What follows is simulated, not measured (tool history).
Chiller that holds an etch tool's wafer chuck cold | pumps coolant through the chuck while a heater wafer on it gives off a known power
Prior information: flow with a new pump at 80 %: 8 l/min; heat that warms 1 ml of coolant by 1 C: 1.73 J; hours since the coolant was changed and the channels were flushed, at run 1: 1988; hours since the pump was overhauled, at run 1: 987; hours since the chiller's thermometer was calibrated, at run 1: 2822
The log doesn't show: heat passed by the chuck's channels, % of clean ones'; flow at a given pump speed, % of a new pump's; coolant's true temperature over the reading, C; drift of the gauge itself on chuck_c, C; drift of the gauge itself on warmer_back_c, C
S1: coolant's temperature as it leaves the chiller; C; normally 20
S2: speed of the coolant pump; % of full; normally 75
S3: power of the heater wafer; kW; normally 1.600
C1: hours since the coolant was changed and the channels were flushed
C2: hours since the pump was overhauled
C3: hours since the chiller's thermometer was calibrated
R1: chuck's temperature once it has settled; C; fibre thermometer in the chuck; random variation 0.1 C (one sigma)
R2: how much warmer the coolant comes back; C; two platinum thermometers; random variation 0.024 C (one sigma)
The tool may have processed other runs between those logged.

run 1 hour=0.0 | S1=20 S2=75 S3=1.600 | C1=1988 C2=987 C3=2822 | R1=42.7 R2=7.49
run 2 hour=24.8 | S1=20 S2=75 S3=1.600 | C1=2013 C2=1012 C3=2847 | R1=42.8 R2=7.50
run 3 hour=47.3 | S1=20 S2=75 S3=1.600 | C1=2035 C2=1034 C3=2870 | R1=42.8 R2=7.50
-- hour=60.6 chiller's thermometer calibrated
run 4 hour=64.6 | S1=20 S2=75 S3=1.600 | C1=2052 C2=1051 C3=4 | R1=43.0 R2=7.48
run 5 hour=83.5 | S1=20 S2=75 S3=1.600 | C1=2071 C2=1070 C3=23 | R1=42.8 R2=7.47
run 6 hour=108.8 | S1=27 S2=75 S3=1.600 | C1=2096 C2=1095 C3=48 | R1=49.9 R2=7.52
run 7 hour=133.7 | S1=27 S2=75 S3=1.600 | C1=2121 C2=1120 C3=73 | R1=49.9 R2=7.48
run 8 hour=147.9 | S1=27 S2=75 S3=1.600 | C1=2135 C2=1134 C3=87 | R1=50.1 R2=7.51
-- hour=177.4 chiller's thermometer calibrated, once more
run 9 hour=177.4 | S1=20 S2=80 S3=1.600 | C1=2164 C2=1162 C3=0 | R1=41.4 R2=7.03
run 10 hour=201.2 | S1=20 S2=80 S3=1.600 | C1=2187 C2=1186 C3=24 | R1=41.3 R2=7.02
run 11 hour=214.5 | S1=20 S2=75 S3=1.600 | C1=2201 C2=1200 C3=37 | R1=42.5 R2=7.53
run 12 hour=245.7 | S1=20 S2=75 S3=1.600 | C1=2232 C2=1231 C3=68 | R1=42.4 R2=7.48
run 13 hour=276.0 | S1=20 S2=75 S3=1.600 | C1=2262 C2=1261 C3=99 | R1=42.6 R2=7.52
run 14 hour=306.2 | S1=20 S2=75 S3=1.600 | C1=2292 C2=1291 C3=129 | R1=42.5 R2=7.49
run 15 hour=321.1 | S1=20 S2=75 S3=1.600 | C1=2307 C2=1306 C3=144 | R1=42.7 R2=7.52
run 16 hour=339.9 | S1=20 S2=75 S3=1.600 | C1=2326 C2=1325 C3=162 | R1=42.7 R2=7.53
run 17 hour=368.8 | S1=20 S2=75 S3=1.600 | C1=2355 C2=1354 C3=191 | R1=42.6 R2=7.51
run 18 hour=385.7 | S1=20 S2=67 S3=1.857 | C1=2372 C2=1371 C3=208 | R1=48.4 R2=9.81
run 19 hour=404.6 | S1=22 S2=87 S3=1.855 | C1=2391 C2=1390 C3=227 | R1=45.7 R2=7.46
run 20 hour=428.6 | S1=22 S2=87 S3=1.855 | C1=2415 C2=1414 C3=251 | R1=45.7 R2=7.50
run 21 hour=454.4 | S1=22 S2=87 S3=1.855 | C1=2441 C2=1439 C3=277 | R1=45.8 R2=7.49
run 22 hour=471.4 | S1=22 S2=87 S3=1.855 | C1=2458 C2=1456 C3=294 | R1=45.7 R2=7.52
run 23 hour=500.2 | S1=10 S2=69 S3=0.959 | C1=2486 C2=1485 C3=323 | R1=24.6 R2=4.92
run 24 hour=528.8 | S1=27 S2=70 S3=1.583 | C1=2515 C2=1514 C3=351 | R1=50.7 R2=8.00
run 25 hour=548.4 | S1=18 S2=63 S3=1.622 | C1=2535 C2=1533 C3=371 | R1=44.3 R2=9.16
run 26 hour=575.2 | S1=20 S2=98 S3=1.622 | C1=2561 C2=1560 C3=398 | R1=39.2 R2=5.75
run 27 hour=600.6 | S1=20 S2=98 S3=1.622 | C1=2587 C2=1586 C3=423 | R1=39.3 R2=5.79
run 28 hour=630.4 | S1=14 S2=97 S3=1.600 | C1=2617 C2=1615 C3=453 | R1=33.0 R2=5.80
run 29 hour=651.5 | S1=12 S2=75 S3=1.868 | C1=2638 C2=1636 C3=474 | R1=38.7 R2=8.83
run 30 hour=665.2 | S1=28 S2=64 S3=1.600 | C1=2651 C2=1650 C3=488 | R1=53.5 R2=8.87
run 31 hour=685.6 | S1=28 S2=64 S3=1.600 | C1=2672 C2=1671 C3=508 | R1=53.6 R2=8.84
run 32 hour=708.0 | S1=20 S2=97 S3=1.070 | C1=2694 C2=1693 C3=531 | R1=32.7 R2=3.84
run 33 hour=736.3 | S1=15 S2=75 S3=1.214 | C1=2722 C2=1721 C3=559 | R1=32.6 R2=5.73

Forecast each of these 3 alternatives for the next run:
run A hour=761.7 | S1=11 S2=91 S3=1.579 | C1=2748 C2=1747 C3=584 | R1=? R2=?
run B hour=761.7 | S1=12 S2=67 S3=1.896 | C1=2748 C2=1747 C3=584 | R1=? R2=?
run C hour=761.7 | S1=13 S2=79 S3=1.388 | C1=2748 C2=1747 C3=584 | R1=? R2=?

run=A R1=30.8 R2=6.10
run=B R1=41.4 R2=10.05
run=C R1=32.3 R2=6.16
The same runs, with their run-to-run variation unchanged, on a tool lacking any hidden condition would have given:
run=A R1=29.1 R2=5.99
run=B R1=38.9 R2=9.87
run=C R1=30.6 R2=6.04
